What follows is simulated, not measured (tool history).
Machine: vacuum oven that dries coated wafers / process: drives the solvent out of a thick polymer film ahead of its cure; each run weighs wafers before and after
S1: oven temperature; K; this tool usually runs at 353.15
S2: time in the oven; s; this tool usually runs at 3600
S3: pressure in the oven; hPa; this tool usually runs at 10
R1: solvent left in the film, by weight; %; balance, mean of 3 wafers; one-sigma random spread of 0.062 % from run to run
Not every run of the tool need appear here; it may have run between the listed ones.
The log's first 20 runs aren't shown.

run 21 hour=1354.9 | S1=353.15 S2=3600 S3=10 | R1=3.62
run 22 hour=1396.5 | S1=338.15 S2=4920 S3=7.1 | R1=6.98
run 23 hour=1481.9 | S1=353.15 S2=3240 S3=10 | R1=4.31
run 24 hour=1554.5 | S1=342.15 S2=4860 S3=22 | R1=7.53
run 25 hour=1602.5 | S1=342.15 S2=4860 S3=22 | R1=7.5
run 26 hour=1658.5 | S1=366.15 S2=4860 S3=30.2 | R1=2.02
run 27 hour=1695.8 | S1=353.15 S2=3600 S3=18.6 | R1=4.67
run 28 hour=1781.7 | S1=339.15 S2=3780 S3=18.6 | R1=10.03
run 29 hour=1835.1 | S1=361.15 S2=2640 S3=10 | R1=3.08
run 30 hour=1916.9 | S1=361.15 S2=2640 S3=10 | R1=3.12
run 31 hour=1989.9 | S1=349.15 S2=6060 S3=10 | R1=3.07
run 32 hour=2068.2 | S1=361.15 S2=2040 S3=9.8 | R1=4.61
run 33 hour=2104.8 | S1=338.15 S2=4620 S3=10 | R1=8.27
run 34 hour=2191.1 | S1=338.15 S2=4620 S3=10 | R1=8.67

The next listed run, before its measurement:
run 35 hour=2231.6 | S1=338.15 S2=4620 S3=15.9 | R1=?

Run 35 yielded R1 9.13 %.
Without the tool's hidden state the same run would have given R1 8.34 %.

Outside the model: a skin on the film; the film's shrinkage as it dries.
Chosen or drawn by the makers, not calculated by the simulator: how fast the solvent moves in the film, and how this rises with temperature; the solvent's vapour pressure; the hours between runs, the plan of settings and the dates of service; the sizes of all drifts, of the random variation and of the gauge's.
